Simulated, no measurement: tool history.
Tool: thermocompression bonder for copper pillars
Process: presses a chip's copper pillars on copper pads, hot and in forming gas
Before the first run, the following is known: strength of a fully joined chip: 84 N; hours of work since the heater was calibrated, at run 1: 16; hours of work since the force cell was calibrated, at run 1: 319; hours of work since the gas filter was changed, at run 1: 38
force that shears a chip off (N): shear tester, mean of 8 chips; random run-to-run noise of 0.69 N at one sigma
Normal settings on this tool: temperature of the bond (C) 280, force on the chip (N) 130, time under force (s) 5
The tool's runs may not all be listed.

run   hour  temperature of the bond (C)  force on the chip (N)  time under force (s)  hours of work since the heater was calibrated  hours of work since the force cell was calibrated  hours of work since the gas filter was changed  force that shears a chip off (N)
  1      0                          280                    130                     5                                             16                                                319                                              38                              49.2
  2     27                          280                    130                     5                                             36                                                339                                              58                              49.3
  3   82.7                          280                    193                     5                                             77                                                380                                              99                              60.1
  4  134.8                          280                    193                     5                                            116                                                418                                             138                              60.8
  5    184                          280                    193                     5                                            152                                                455                                             174                              59.6
  6  242.8                          252                    130                     5                                            195                                                498                                             217                              32.3
  7  284.4                          252                    130                     5                                            226                                                529                                             248                                31
  8  310.4                          280                    130                     5                                            245                                                548                                             267                              45.6
  9  337.9                          280                    130                     5                                            266                                                568                                             288                                47
 10  393.3                          280                    113                     5                                            306                                                609                                             329                              43.2
     396.4  -- forming gas filter changed
 11  429.8                          279                    113                     5                                            333                                                636                                              25                              42.6
 12  467.6                          280                    130                     5                                            361                                                664                                              53                              48.4
 13  513.4                          280                    130                     5                                            395                                                697                                              86                                48
 14  570.5                          280                    130                     5                                            437                                                740                                             129                              47.2
       587  -- force cell calibrated
 15  632.6                          280                    130                     5                                            482                                                 34                                             173                              46.8
 16    690                          253                    155                     8                                            524                                                 76                                             216                              42.1
 17  743.3                          253                     79                     5                                            564                                                115                                             255                              20.2
 18  799.3                          253                     79                     5                                            605                                                157                                             296                              20.4
     844.9  -- forming gas filter changed
 19  844.9                          253                     79                     5                                            638                                                190                                               0                              21.2
 20  871.2                          291                     92                     5                                            658                                                209                                              19                              41.2
 21  915.9                          261                    192                     5                                            691                                                243                                              52                              46.9
 22  947.9                          261                    192                     5                                            714                                                266                                              76                              47.2
 23    975                          261                    161                     7                                            734                                                286                                              96                              45.6

Forecast each of these 3 alternatives for the next run:
  A  1021.5                          251                    130                     5                                            769                                                321                                             130                                 ?
  B  1021.5                          310                    115                    12                                            769                                                321                                             130                                 ?
  C  1021.5                          263                    161                     7                                            769                                                321                                             130                                 ?

run  force that shears a chip off (N)
  A                              30.8
  B                              71.1
  C                              47.8
Take away the tool's hidden state, keep each run's random variation, and the runs would have read:
run  force that shears a chip off (N)
  A                              33.1
  B                              73.7
  C                              50.8

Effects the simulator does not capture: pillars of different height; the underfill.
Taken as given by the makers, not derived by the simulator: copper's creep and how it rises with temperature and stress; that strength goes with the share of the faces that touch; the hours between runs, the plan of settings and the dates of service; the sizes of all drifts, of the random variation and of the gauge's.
